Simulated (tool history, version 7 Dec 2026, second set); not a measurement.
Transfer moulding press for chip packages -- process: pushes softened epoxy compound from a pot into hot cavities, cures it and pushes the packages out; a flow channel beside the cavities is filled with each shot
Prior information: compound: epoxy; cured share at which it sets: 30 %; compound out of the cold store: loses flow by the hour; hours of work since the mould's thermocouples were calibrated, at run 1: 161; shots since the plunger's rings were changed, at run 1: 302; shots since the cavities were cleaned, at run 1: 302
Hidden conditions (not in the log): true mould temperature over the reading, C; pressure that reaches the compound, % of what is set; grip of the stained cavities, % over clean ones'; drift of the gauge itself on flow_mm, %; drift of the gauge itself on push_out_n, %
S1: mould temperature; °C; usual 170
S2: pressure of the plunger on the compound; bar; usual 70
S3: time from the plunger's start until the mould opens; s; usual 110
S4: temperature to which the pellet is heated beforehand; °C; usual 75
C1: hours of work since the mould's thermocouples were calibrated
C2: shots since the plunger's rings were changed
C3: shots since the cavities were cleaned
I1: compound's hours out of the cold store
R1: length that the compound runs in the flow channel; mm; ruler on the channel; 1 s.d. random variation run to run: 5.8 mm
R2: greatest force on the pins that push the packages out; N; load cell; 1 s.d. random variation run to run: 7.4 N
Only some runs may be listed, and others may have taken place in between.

Run 1, day 0: usual settings; C1 161; C2 302; C3 302; I1 45. Result: R1 861 mm, R2 302 N.
Run 2, day 0.4: usual settings but S1 169 °C; C1 169; C2 428; C3 428; I1 17.9. Result: R1 1005 mm, R2 316 N.
Run 3, day 0.646: usual settings but S1 169 °C; C1 173; C2 505; C3 505; I1 19.9. Result: R1 1000 mm, R2 322 N.
Run 4, day 0.925: usual settings but S1 169 °C; C1 179; C2 594; C3 594; I1 46.1. Result: R1 857 mm, R2 319 N.
Run 5, day 1.242: usual settings; C1 185; C2 693; C3 693; I1 16.3. Result: R1 1005 mm, R2 311 N.
Run 6, day 1.471: usual settings but S2 62.1 bar; C1 189; C2 765; C3 765; I1 21.4. Result: R1 925 mm, R2 314 N.
At day 1.742: cavities cleaned with cleaning compound and waxed.
Run 7, day 1.788: usual settings but S2 62.1 bar; C1 194; C2 845; C3 14; I1 13.1. Result: R1 965 mm, R2 309 N.
Run 8, day 2.058: usual settings but S1 177 °C; C1 199; C2 930; C3 99; I1 43.5. Result: R1 838 mm, R2 293 N.
Run 9, day 2.358: usual settings but S1 177 °C; C1 205; C2 1025; C3 194; I1 8.7. Result: R1 1013 mm, R2 292 N.
Run 10, day 2.742: usual settings but S1 177 °C; C1 212; C2 1146; C3 315; I1 13.1. Result: R1 989 mm, R2 305 N.
Run 11, day 3.033: usual settings but S1 177 °C; C1 217; C2 1238; C3 407; I1 17. Result: R1 975 mm, R2 294 N.
Run 12, day 3.354: usual settings but S1 177 °C; C1 223; C2 1338; C3 507; I1 44.2. Result: R1 838 mm, R2 300 N.
Run 13, day 3.625: usual settings but S1 177 °C; C1 229; C2 1424; C3 593; I1 26.5. Result: R1 925 mm, R2 304 N.
Run 14, day 3.817: usual settings but S1 177 °C; C1 232; C2 1484; C3 653; I1 22.3. Result: R1 949 mm, R2 299 N.
Run 15, day 4.079: usual settings but S1 177 °C, S3 140 s; C1 237; C2 1567; C3 736; I1 45.5. Result: R1 837 mm, R2 301 N.
At day 4.446: cavities cleaned with cleaning compound and waxed.
Run 16, day 4.462: usual settings but S1 173 °C, S4 69 °C; C1 243; C2 1668; C3 5; I1 13.5. Result: R1 1014 mm, R2 285 N.
Run 17, day 4.825: usual settings but S1 173 °C, S2 67.3 bar, S3 120 s, S4 69 °C; C1 250; C2 1783; C3 120; I1 17. Result: R1 962 mm, R2 302 N.
Run 18, day 5.217: usual settings but S1 173 °C, S2 67.3 bar, S3 120 s, S4 69 °C; C1 257; C2 1905; C3 242; I1 16. Result: R1 964 mm, R2 298 N.
Run 19, day 5.579: usual settings but S1 173 °C, S2 67.7 bar, S3 127 s; C1 264; C2 2019; C3 356; I1 20.6. Result: R1 954 mm, R2 291 N.
Run 20, day 5.808: usual settings but S1 173 °C, S2 67.7 bar, S3 127 s; C1 269; C2 2092; C3 429; I1 39.1. Result: R1 857 mm, R2 316 N.
Run 21, day 6.129: usual settings but S1 174 °C, S2 63.4 bar, S4 65 °C; C1 275; C2 2193; C3 530; I1 34.4. Result: R1 847 mm, R2 296 N.
Run 22, day 6.296: usual settings but S3 99 s, S4 76 °C; C1 278; C2 2245; C3 582; I1 22.8. Result: R1 965 mm, R2 318 N.
Run 23, day 6.667: usual settings but S1 175 °C, S3 140 s, S4 76 °C; C1 285; C2 2362; C3 699; I1 35.2. Result: R1 883 mm, R2 298 N.

Run 24 is up next; what results do you expect?
Run 24, day 6.917: usual settings but S1 172 °C, S2 65.8 bar, S3 103 s, S4 83 °C; C1 290; C2 2440; C3 777; I1 33.1. Result: R1 ?, R2 ?.

R1: 880 mm
R2: 299 N
With the hidden condition absent and the run-to-run variation left alone, this run would have shown R1 880 mm, R2 296 N.
